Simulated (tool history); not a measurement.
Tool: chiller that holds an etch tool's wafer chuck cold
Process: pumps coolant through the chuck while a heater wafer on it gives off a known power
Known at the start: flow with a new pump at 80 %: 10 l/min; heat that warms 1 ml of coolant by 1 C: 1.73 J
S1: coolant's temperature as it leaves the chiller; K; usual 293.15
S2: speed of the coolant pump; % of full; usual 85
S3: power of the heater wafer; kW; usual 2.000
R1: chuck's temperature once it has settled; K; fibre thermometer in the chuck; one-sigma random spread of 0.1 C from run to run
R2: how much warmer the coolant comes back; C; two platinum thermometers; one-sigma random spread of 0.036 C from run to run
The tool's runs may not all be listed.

run 1 hour=0.0 | S1=293.15 S2=85 S3=2.000 | R1=311.85 R2=6.47
run 2 hour=20.4 | S1=293.15 S2=85 S3=2.000 | R1=311.65 R2=6.52
run 3 hour=38.2 | S1=293.15 S2=85 S3=2.000 | R1=311.75 R2=6.46
run 4 hour=60.7 | S1=293.15 S2=85 S3=2.861 | R1=319.65 R2=9.23
run 5 hour=95.7 | S1=291.15 S2=85 S3=2.000 | R1=309.45 R2=6.53
run 6 hour=119.9 | S1=294.15 S2=85 S3=2.000 | R1=312.65 R2=6.48
run 7 hour=153.9 | S1=294.15 S2=85 S3=2.000 | R1=312.45 R2=6.50
run 8 hour=179.9 | S1=294.15 S2=85 S3=2.000 | R1=312.55 R2=6.53
run 9 hour=207.2 | S1=294.15 S2=85 S3=2.000 | R1=312.55 R2=6.58
run 10 hour=233.2 | S1=294.15 S2=85 S3=2.000 | R1=312.65 R2=6.57
run 11 hour=267.5 | S1=294.15 S2=85 S3=2.000 | R1=312.55 R2=6.55
run 12 hour=287.2 | S1=294.15 S2=85 S3=2.000 | R1=312.45 R2=6.55
run 13 hour=302.7 | S1=294.15 S2=85 S3=2.126 | R1=313.75 R2=7.04
run 14 hour=338.7 | S1=293.15 S2=85 S3=2.000 | R1=311.65 R2=6.60
run 15 hour=374.5 | S1=293.15 S2=85 S3=2.000 | R1=311.55 R2=6.59
run 16 hour=392.5 | S1=293.15 S2=85 S3=2.000 | R1=311.65 R2=6.62
run 17 hour=428.5 | S1=293.15 S2=85 S3=2.000 | R1=311.55 R2=6.63
run 18 hour=457.9 | S1=293.15 S2=85 S3=2.000 | R1=311.85 R2=6.60
run 19 hour=490.0 | S1=291.15 S2=66 S3=2.930 | R1=326.35 R2=12.81
run 20 hour=511.4 | S1=291.15 S2=77 S3=2.930 | R1=321.15 R2=10.87
run 21 hour=532.0 | S1=293.15 S2=70 S3=2.054 | R1=316.25 R2=8.49

Predict the results of run 22:
run 22 hour=556.5 | S1=293.15 S2=70 S3=2.054 | R1=? R2=?

{"run 22": {"R1": 316.25, "R2": 8.55}}
If the tool had no hidden condition, the same run with the same run-to-run variation would have returned R1 316.25 K, R2 8.32 C.
